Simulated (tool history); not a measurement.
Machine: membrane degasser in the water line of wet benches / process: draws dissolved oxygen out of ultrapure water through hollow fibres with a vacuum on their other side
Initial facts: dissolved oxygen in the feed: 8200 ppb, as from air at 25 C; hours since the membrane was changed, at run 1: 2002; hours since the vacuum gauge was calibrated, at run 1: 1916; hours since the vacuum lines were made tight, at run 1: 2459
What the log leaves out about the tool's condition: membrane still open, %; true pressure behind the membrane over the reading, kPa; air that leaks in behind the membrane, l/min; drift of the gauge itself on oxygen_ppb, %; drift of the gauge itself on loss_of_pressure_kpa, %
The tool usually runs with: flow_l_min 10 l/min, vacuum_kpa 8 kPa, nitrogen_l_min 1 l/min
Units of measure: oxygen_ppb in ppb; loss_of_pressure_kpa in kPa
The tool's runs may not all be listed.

run	hour	flow_l_min	vacuum_kpa	nitrogen_l_min	hours since the membrane was changed	hours since the vacuum gauge was calibrated	hours since the vacuum lines were made tight	oxygen_ppb	loss_of_pressure_kpa
1	0	10	8	1	2002	1916	2459	134.3	55.24
2	109.3	10	8	0.85	2111	2025	2569	154.9	54.87
3	290.2	10	8	0.85	2292	2206	2750	154.5	55.09
4	467.8	10	8	0.85	2470	2383	2927	155.6	54.77
5	549.8	10	8	0.85	2552	2465	3009	157.3	55.08
6	625.9	9	8	1	2628	2542	3085	118.2	49.4
7	729.9	10	8	1	2732	2646	3189	138.9	54.81
8	812.6	10	8	1	2815	2728	3272	137.2	55.58
9	976.1	10	8	1	2978	2892	3436	136.7	55.38
# hour 1045.1: seals of the vacuum lines changed
10	1100.5	11	8	1	3100	3014	55	154.1	60.82
11	1267.3	11	8	1	3267	3181	222	156.9	60.86
12	1386	11	8	1	3386	3300	341	154.4	61.23
13	1491.8	10	8	0.55	3492	3405	447	217.9	55.65
14	1672	10	8	0.94	3672	3586	627	140.9	55.68
15	1810.5	10	8	0.94	3810	3724	765	142.3	55.93
16	1886.3	10	8	0.94	3886	3800	841	144.1	55.69
17	2051.1	10	8	0.94	4051	3965	1006	142.5	55.46
18	2186	14	19.19	0.79	4186	4100	1141	683.3	78.68
19	2323.2	10	10.39	0.55	4323	4237	1278	315.3	55.93
20	2460	10	8.38	0.56	4460	4374	1415	235.5	55.74
21	2564.5	9	16.12	2.93	4564	4478	1519	112.1	50.56

Run 22 comes next. What will it give?
22	2710.2	9	16.12	2.93	4710	4624	1665	?	?

{"run 22": {"oxygen_ppb": 113.7, "loss_of_pressure_kpa": 50.3}}
If the tool had no hidden condition, the same run with the same run-to-run variation would have returned oxygen_ppb 106.1 ppb, loss_of_pressure_kpa 48.07 kPa.

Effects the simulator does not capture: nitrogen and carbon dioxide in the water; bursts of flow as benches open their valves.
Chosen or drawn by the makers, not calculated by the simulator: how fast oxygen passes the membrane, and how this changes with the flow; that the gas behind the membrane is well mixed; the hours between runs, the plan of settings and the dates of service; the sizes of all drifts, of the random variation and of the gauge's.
